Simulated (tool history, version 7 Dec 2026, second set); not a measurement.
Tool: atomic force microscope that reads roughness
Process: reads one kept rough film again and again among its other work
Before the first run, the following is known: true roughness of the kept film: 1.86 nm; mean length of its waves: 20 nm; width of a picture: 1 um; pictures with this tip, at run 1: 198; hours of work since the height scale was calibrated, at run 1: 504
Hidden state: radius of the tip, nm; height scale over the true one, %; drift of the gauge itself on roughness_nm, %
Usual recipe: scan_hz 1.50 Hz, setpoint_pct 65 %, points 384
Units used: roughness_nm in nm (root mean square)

run,day,scan_hz,setpoint_pct,points,pictures with this tip,hours of work since the height scale was calibrated,roughness_nm
1,0.000,1.50,65,384,198,504,1.203
# day 1.188: new tip fitted
2,1.688,1.50,65,384,30,533,1.394
3,3.508,1.50,65,384,139,564,1.270
4,4.408,1.50,65,384,193,580,1.220
5,5.525,1.50,65,384,259,600,1.171
# day 5.683: new tip fitted
6,7.396,1.50,65,606,102,632,1.309
7,8.862,1.50,65,606,190,657,1.224
# day 10.271: new tip fitted
8,10.712,1.50,65,606,27,689,1.405
9,12.417,1.50,65,384,129,719,1.272
10,13.354,1.50,65,384,185,735,1.206
11,14.688,1.50,65,384,265,758,1.149
# day 14.788: new tip fitted
12,16.608,1.50,65,384,109,791,1.294
13,18.129,1.50,65,384,200,818,1.209
# day 19.288: new tip fitted
14,19.554,0.98,65,384,16,842,1.448
15,20.708,1.50,65,384,85,862,1.341
16,22.400,1.50,65,384,186,891,1.238
# day 23.817: new tip fitted
17,24.046,0.65,65,384,13,920,1.454
18,24.929,0.65,65,384,66,935,1.378
19,25.883,0.65,65,384,123,952,1.325
20,27.071,0.65,65,384,194,972,1.259
# day 28.471: new tip fitted
21,28.808,0.65,65,384,20,1002,1.456
22,30.638,1.50,65,384,129,1034,1.252
23,31.825,1.50,65,384,200,1055,1.181
24,32.896,2.41,60,298,264,1073,1.111
# day 33.021: new tip fitted
25,34.229,1.50,65,276,73,1096,1.287
26,36.083,1.50,80,477,183,1128,1.122
# day 37.533: new tip fitted
27,37.933,1.50,80,477,24,1160,1.274
28,39.308,2.64,63,384,106,1184,1.245
29,41.092,2.64,63,384,213,1215,1.135
# day 42.033: new tip fitted
30,43.033,1.50,81,874,59,1248,1.251
31,44.875,1.50,81,874,170,1280,1.163
32,45.758,1.50,81,874,222,1296,1.097
# day 46.604: new tip fitted
33,47.679,1.73,62,304,64,1329,1.318
34,48.562,1.48,62,382,117,1344,1.287
35,50.383,1.37,70,977,226,1376,1.168
# day 51.133: new tip fitted
36,51.362,1.37,70,977,14,1392,1.380
37,52.454,1.37,70,977,79,1411,1.312
38,53.329,1.37,70,977,131,1427,1.243
39,54.721,0.93,81,931,215,1451,1.148
# day 55.658: new tip fitted
40,56.221,0.93,81,931,34,1476,1.358
41,57.954,0.61,81,931,138,1507,1.283
42,59.308,1.50,85,547,219,1530,1.074
# day 60.183: new tip fitted
43,60.338,1.50,85,547,9,1548,1.262

Below, each run's measurement less what the same run would have read without the hidden state. Both values contain the same run-to-run variation, but the gauge's scatter may not be the same in both:
run,roughness_nm
1,-0.230
2,-0.054
3,-0.172
4,-0.217
5,-0.276
6,-0.137
7,-0.227
8,-0.047
9,-0.171
10,-0.229
11,-0.297
12,-0.150
13,-0.241
14,-0.038
15,-0.114
16,-0.214
17,-0.042
18,-0.114
19,-0.180
20,-0.254
21,-0.054
22,-0.181
23,-0.249
24,-0.295
25,-0.117
26,-0.207
27,-0.056
28,-0.157
29,-0.260
30,-0.087
31,-0.191
32,-0.231
33,-0.113
34,-0.175
35,-0.279
36,-0.074
37,-0.142
38,-0.196
39,-0.276
40,-0.066
41,-0.180
42,-0.230
43,-0.035
